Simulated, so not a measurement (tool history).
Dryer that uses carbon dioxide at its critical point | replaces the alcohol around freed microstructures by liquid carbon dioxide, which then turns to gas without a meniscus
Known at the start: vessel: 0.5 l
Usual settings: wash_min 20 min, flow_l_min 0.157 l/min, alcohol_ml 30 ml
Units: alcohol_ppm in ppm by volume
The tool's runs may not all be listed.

| run | hour | wash_min | flow_l_min | alcohol_ml | alcohol_ppm |
|---|---|---|---|---|---|
| 1 | 0.0 | 20 | 0.157 | 30 | 650 |
| 2 | 9.6 | 20 | 0.157 | 30 | 640 |
| 3 | 18.0 | 20 | 0.157 | 30 | 638 |
| 4 | 28.5 | 20 | 0.157 | 114 | 2413 |
| 5 | 37.9 | 20 | 0.157 | 114 | 2440 |
| 6 | 44.7 | 20 | 0.157 | 114 | 2514 |
| 7 | 54.2 | 20 | 0.157 | 36 | 799 |
| 8 | 68.5 | 20 | 0.157 | 36 | 798 |
| 9 | 82.4 | 20 | 0.157 | 81 | 1811 |
| 10 | 92.5 | 20 | 0.258 | 30 | 39 |
| 11 | 103.6 | 20 | 0.258 | 30 | 41 |
| 12 | 112.4 | 20 | 0.157 | 118 | 2544 |
| 13 | 123.0 | 20 | 0.156 | 118 | 2717 |
| 14 | 133.6 | 20 | 0.157 | 30 | 666 |
| 15 | 144.2 | 20 | 0.157 | 30 | 661 |
| 16 | 153.0 | 20 | 0.157 | 64 | 1452 |
| 17 | 161.6 | 20 | 0.157 | 64 | 1444 |
| 18 | 175.1 | 20 | 0.157 | 64 | 1398 |
| 19 | 188.4 | 20 | 0.157 | 64 | 1429 |
| 20 | 197.9 | 20 | 0.157 | 64 | 1467 |
| 21 | 208.8 | 20 | 0.169 | 64 | 1007 |
| 22 | 220.8 | 20 | 0.169 | 64 | 976 |
| 23 | 227.6 | 20 | 0.162 | 30 | 608 |
| 24 | 237.3 | 20 | 0.162 | 30 | 601 |
| 25 | 244.1 | 19 | 0.175 | 30 | 523 |
| 26 | 256.6 | 23 | 0.157 | 30 | 348 |
| 27 | 268.2 | 15 | 0.116 | 28 | 5044 |
| 28 | 277.2 | 15 | 0.116 | 28 | 5068 |
| 29 | 287.0 | 20 | 0.157 | 27 | 622 |
| 30 | 296.5 | 20 | 0.157 | 27 | 650 |
| 31 | 304.7 | 20 | 0.173 | 27 | 390 |
| 32 | 318.1 | 20 | 0.173 | 27 | 399 |
| 33 | 330.8 | 20 | 0.131 | 112 | 5934 |
| 34 | 337.3 | 20 | 0.131 | 112 | 5738 |
| 35 | 345.4 | 20 | 0.131 | 112 | 5729 |
| 36 | 354.3 | 20 | 0.131 | 112 | 5777 |
| 37 | 366.5 | 20 | 0.131 | 112 | 5600 |
| 38 | 380.7 | 20 | 0.131 | 39 | 2065 |
| 39 | 389.1 | 23 | 0.157 | 81 | 1017 |
| 40 | 397.8 | 23 | 0.157 | 81 | 1006 |
| 41 | 410.3 | 23 | 0.157 | 81 | 983 |
| 42 | 420.6 | 15 | 0.134 | 102 | 12261 |
| 43 | 431.7 | 24 | 0.188 | 40 | 143 |
| 44 | 444.6 | 24 | 0.188 | 40 | 137 |
| 45 | 452.1 | 23 | 0.141 | 29 | 649 |
| 46 | 463.3 | 23 | 0.141 | 29 | 630 |
| 47 | 473.4 | 28 | 0.220 | 29 | 36 |
| 48 | 482.9 | 28 | 0.207 | 29 | 47 |

3 ways to go on from here, each from the tool as it stands after run 48. What would each give?
| A | 497.0 | 28 | 0.137 | 79 | ? |
| B | 497.0 | 14 | 0.118 | 105 | ? |
| C | 497.0 | 18 | 0.157 | 59 | ? |

| run | alcohol_ppm |
|---|---|
| A | 757 |
| B | 21291 |
| C | 2243 |
Without the tool's hidden state the same runs would have given:
| run | alcohol_ppm |
|---|---|
| A | 561 |
| B | 18904 |
| C | 1811 |

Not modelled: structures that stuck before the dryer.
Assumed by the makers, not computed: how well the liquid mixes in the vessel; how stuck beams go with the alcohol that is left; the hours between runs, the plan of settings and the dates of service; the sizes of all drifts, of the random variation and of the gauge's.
